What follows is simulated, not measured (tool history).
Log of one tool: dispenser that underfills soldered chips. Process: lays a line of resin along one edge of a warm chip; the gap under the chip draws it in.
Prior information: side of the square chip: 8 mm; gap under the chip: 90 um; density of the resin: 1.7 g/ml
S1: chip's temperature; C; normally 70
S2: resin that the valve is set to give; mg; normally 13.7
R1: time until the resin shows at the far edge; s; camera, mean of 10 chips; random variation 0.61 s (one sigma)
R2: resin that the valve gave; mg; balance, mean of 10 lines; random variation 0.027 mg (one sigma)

run   hour  S1    S2     R1     R2
  1    0.0  70  13.7   65.8  13.60
  2   11.6  70  13.3   94.8  13.16
      14.9  -- new syringe of resin
  3   18.3  70  13.7   63.1  13.55
  4   30.3  70  13.7   93.9  13.50
      33.4  -- new syringe of resin
  5   36.3  70  13.7   65.6  13.51
  6   44.8  70  13.7   84.8  13.46
      51.7  -- new syringe of resin
  7   54.6  70  13.7   68.3  13.46
  8   64.2  70  13.7   89.5  13.45
      70.3  -- new syringe of resin
  9   70.3  70  13.7   58.0  13.38
 10   77.0  70  12.1   76.6  11.76
 11   83.2  70  12.1   92.3  11.79
      87.4  -- dispensing valve cleaned and set on the balance
      90.1  -- new syringe of resin
 12   95.6  70  13.7   71.2  13.72
 13  105.2  70  13.7   96.9  13.66
     109.3  -- new syringe of resin
 14  117.0  70  13.7   77.2  13.61
 15  123.0  70  13.7   94.0  13.65
     128.3  -- new syringe of resin
 16  129.6  70  13.7   62.7  13.60
 17  142.4  70  13.7   94.5  13.54
     147.0  -- new syringe of resin
 18  150.2  70  14.5   65.9  14.33
 19  155.4  70  17.7   76.4  17.43
     165.6  -- new syringe of resin
 20  168.3  85  16.7   37.9  16.36
 21  177.8  85  11.8   53.5  11.57
     184.6  -- new syringe of resin
 22  187.5  85  11.8   40.2  11.57
 23  196.7  85  11.8   53.8  11.51
     203.5  -- stage's temperature calibrated
     204.6  -- new syringe of resin
 24  209.5  70  11.9   66.7  11.57
     212.6  -- dispensing valve cleaned and set on the balance
 25  215.9  64  17.3   90.6  17.30
     224.0  -- new syringe of resin
 26  224.5  61  17.3   73.8  17.31
 27  232.6  61  17.3   94.7  17.22
 28  238.0  65  13.1  102.1  13.01
     242.9  -- new syringe of resin
 29  245.3  65  13.1   70.2  13.04
 30  255.9  73  17.3   69.7  17.12
     261.3  -- new syringe of resin
 31  263.2  58  12.1   93.4  11.92
 32  271.8  71  15.5   71.8  15.31
     280.0  -- new syringe of resin
 33  280.9  83  13.2   34.6  13.01
 34  293.1  83  14.7   51.0  14.44
     298.6  -- new syringe of resin
 35  299.2  66  17.5   61.3  17.16

3 options for the next run, each taken on its own from the tool as it stands now. Forecast them:
  A  309.2  66  15.7   ?   ?
  B  309.2  61  13.7   ?   ?
  C  309.2  65  13.7   ?   ?

run     R1     R2
  A   84.2  15.36
  B  104.9  13.39
  C   91.0  13.39
Take away the tool's hidden state, keep each run's random variation, and the runs would have read:
run    R1     R2
  A  59.2  15.70
  B  73.6  13.68
  C  63.9  13.68

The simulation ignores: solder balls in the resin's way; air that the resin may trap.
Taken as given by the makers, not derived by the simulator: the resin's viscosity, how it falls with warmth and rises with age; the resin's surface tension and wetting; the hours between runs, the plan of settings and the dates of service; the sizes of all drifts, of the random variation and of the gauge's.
